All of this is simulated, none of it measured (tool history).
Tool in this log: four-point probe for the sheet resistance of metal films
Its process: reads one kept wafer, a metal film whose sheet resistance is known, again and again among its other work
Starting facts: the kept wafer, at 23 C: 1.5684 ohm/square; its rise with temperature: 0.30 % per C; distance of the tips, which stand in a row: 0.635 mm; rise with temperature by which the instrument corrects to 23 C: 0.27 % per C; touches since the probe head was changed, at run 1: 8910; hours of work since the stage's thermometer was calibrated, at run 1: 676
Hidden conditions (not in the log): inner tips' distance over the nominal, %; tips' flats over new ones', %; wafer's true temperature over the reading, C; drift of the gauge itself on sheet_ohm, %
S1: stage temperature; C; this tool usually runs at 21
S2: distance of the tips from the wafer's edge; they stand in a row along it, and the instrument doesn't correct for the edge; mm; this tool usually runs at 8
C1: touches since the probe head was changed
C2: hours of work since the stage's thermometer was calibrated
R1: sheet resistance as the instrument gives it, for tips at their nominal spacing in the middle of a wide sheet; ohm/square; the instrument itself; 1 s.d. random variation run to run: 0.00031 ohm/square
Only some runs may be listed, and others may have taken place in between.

run,hour,S1,S2,C1,C2,R1
1,0.0,21,8,8910,676,1.573238
2,17.2,21,7,9254,684,1.574562
3,37.2,21,7,9657,694,1.574333
4,51.4,31,8,9943,701,1.577854
5,71.4,21,8,10345,710,1.572313
6,82.6,21,25,10569,716,1.567714
7,96.2,24,8,10842,722,1.574472
8,106.3,27,8,11044,727,1.576107
9,126.0,27,8,11441,737,1.576473
10,147.5,27,8,11873,747,1.575797
11,166.3,27,8,12250,756,1.575757
12,179.6,27,8,12518,763,1.576166
13,201.1,27,8,12949,773,1.576194
14,222.1,21,13,13372,783,1.568752
15,238.0,30,8,13690,791,1.577595
16,251.9,30,8,13970,798,1.577263
17,269.3,30,8,14319,806,1.577711
18,286.2,30,8,14660,815,1.577115
19,307.2,30,14,15081,825,1.574121
20,325.4,19,8,15447,833,1.571885
21,335.2,19,8,15643,838,1.571973
22,352.9,30,7,15999,847,1.579263
23,362.7,30,7,16195,852,1.579732
24,379.1,23,25,16525,859,1.569174
25,389.9,34,7,16742,865,1.580930
26,398.7,34,7,16918,869,1.580767
27,418.5,25,9,17317,879,1.573778
28,436.5,25,9,17678,887,1.573683
29,448.0,21,9,17908,893,1.572111
30,468.7,18,23,18325,903,1.567082
31,481.6,21,3,18584,909,1.604394
32,496.3,21,3,18880,916,1.604306
33,515.2,27,6,19259,925,1.580107
34,524.1,32,8,19437,930,1.578400

Branching from run 34: 5 alternative next runs. What would each branch give?
A,543.1,32,67,19820,939,?
B,543.1,21,18,19820,939,?
C,543.1,28,8,19820,939,?
D,543.1,28,8,19820,939,?
E,543.1,25,23,19820,939,?

run,R1
A,1.573444
B,1.568774
C,1.576319
D,1.576304
E,1.569804
Without the tool's hidden state the same runs would have given:
run,R1
A,1.573335
B,1.568664
C,1.576209
D,1.576194
E,1.569695
